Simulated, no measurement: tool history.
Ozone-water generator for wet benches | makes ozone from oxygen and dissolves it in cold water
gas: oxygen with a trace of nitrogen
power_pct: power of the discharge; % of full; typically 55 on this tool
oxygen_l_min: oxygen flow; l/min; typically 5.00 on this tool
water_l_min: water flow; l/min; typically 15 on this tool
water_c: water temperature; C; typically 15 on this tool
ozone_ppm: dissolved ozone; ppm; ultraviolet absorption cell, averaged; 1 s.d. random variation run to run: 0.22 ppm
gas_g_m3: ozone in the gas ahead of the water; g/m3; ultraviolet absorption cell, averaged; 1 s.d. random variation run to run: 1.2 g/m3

run 1 hour=0.0 | power_pct=55 oxygen_l_min=5.00 water_l_min=15 water_c=15 | ozone_ppm=26.5 gas_g_m3=193.4
run 2 hour=152.6 | power_pct=55 oxygen_l_min=5.00 water_l_min=15 water_c=15 | ozone_ppm=26.1 gas_g_m3=190.5
run 3 hour=225.6 | power_pct=81 oxygen_l_min=5.00 water_l_min=15 water_c=15 | ozone_ppm=33.7 gas_g_m3=245.0
run 4 hour=317.3 | power_pct=81 oxygen_l_min=5.00 water_l_min=15 water_c=15 | ozone_ppm=33.7 gas_g_m3=244.9
run 5 hour=408.4 | power_pct=55 oxygen_l_min=5.00 water_l_min=15 water_c=15 | ozone_ppm=25.7 gas_g_m3=189.5
run 6 hour=525.3 | power_pct=55 oxygen_l_min=5.00 water_l_min=15 water_c=22 | ozone_ppm=23.0 gas_g_m3=187.9
run 7 hour=659.1 | power_pct=55 oxygen_l_min=5.00 water_l_min=15 water_c=22 | ozone_ppm=22.8 gas_g_m3=187.7
run 8 hour=752.4 | power_pct=55 oxygen_l_min=5.00 water_l_min=15 water_c=22 | ozone_ppm=22.6 gas_g_m3=186.1
run 9 hour=898.0 | power_pct=55 oxygen_l_min=5.00 water_l_min=15 water_c=22 | ozone_ppm=22.5 gas_g_m3=186.6
run 10 hour=1054.2 | power_pct=55 oxygen_l_min=5.00 water_l_min=15 water_c=11 | ozone_ppm=26.8 gas_g_m3=184.2
-- hour=1159.2 contactor cleaned
run 11 hour=1195.5 | power_pct=46 oxygen_l_min=3.67 water_l_min=10 water_c=10 | ozone_ppm=33.1 gas_g_m3=196.9
run 12 hour=1275.1 | power_pct=46 oxygen_l_min=3.67 water_l_min=10 water_c=10 | ozone_ppm=32.9 gas_g_m3=196.3
run 13 hour=1348.7 | power_pct=46 oxygen_l_min=3.67 water_l_min=10 water_c=10 | ozone_ppm=33.2 gas_g_m3=195.2

Below are 5 alternative next runs, each starting from the tool's condition after run 13. Predict each:
run A hour=1425.7 | power_pct=83 oxygen_l_min=5.00 water_l_min=17 water_c=8 | ozone_ppm=? gas_g_m3=?
run B hour=1425.7 | power_pct=52 oxygen_l_min=3.67 water_l_min=19 water_c=10 | ozone_ppm=? gas_g_m3=?
run C hour=1425.7 | power_pct=46 oxygen_l_min=3.61 water_l_min=22 water_c=22 | ozone_ppm=? gas_g_m3=?
run D hour=1425.7 | power_pct=53 oxygen_l_min=5.00 water_l_min=10 water_c=15 | ozone_ppm=? gas_g_m3=?
run E hour=1425.7 | power_pct=46 oxygen_l_min=4.36 water_l_min=10 water_c=10 | ozone_ppm=? gas_g_m3=?

run=A ozone_ppm=33.2 gas_g_m3=235.4
run=B ozone_ppm=21.9 gas_g_m3=208.2
run=C ozone_ppm=15.8 gas_g_m3=194.2
run=D ozone_ppm=31.7 gas_g_m3=177.7
run=E ozone_ppm=32.4 gas_g_m3=176.4
Had the tool no hidden state, the same runs would have come out as:
run=A ozone_ppm=45.2 gas_g_m3=318.9
run=B ozone_ppm=27.2 gas_g_m3=257.9
run=C ozone_ppm=19.2 gas_g_m3=235.3
run=D ozone_ppm=39.6 gas_g_m3=221.1
run=E ozone_ppm=39.4 gas_g_m3=213.5
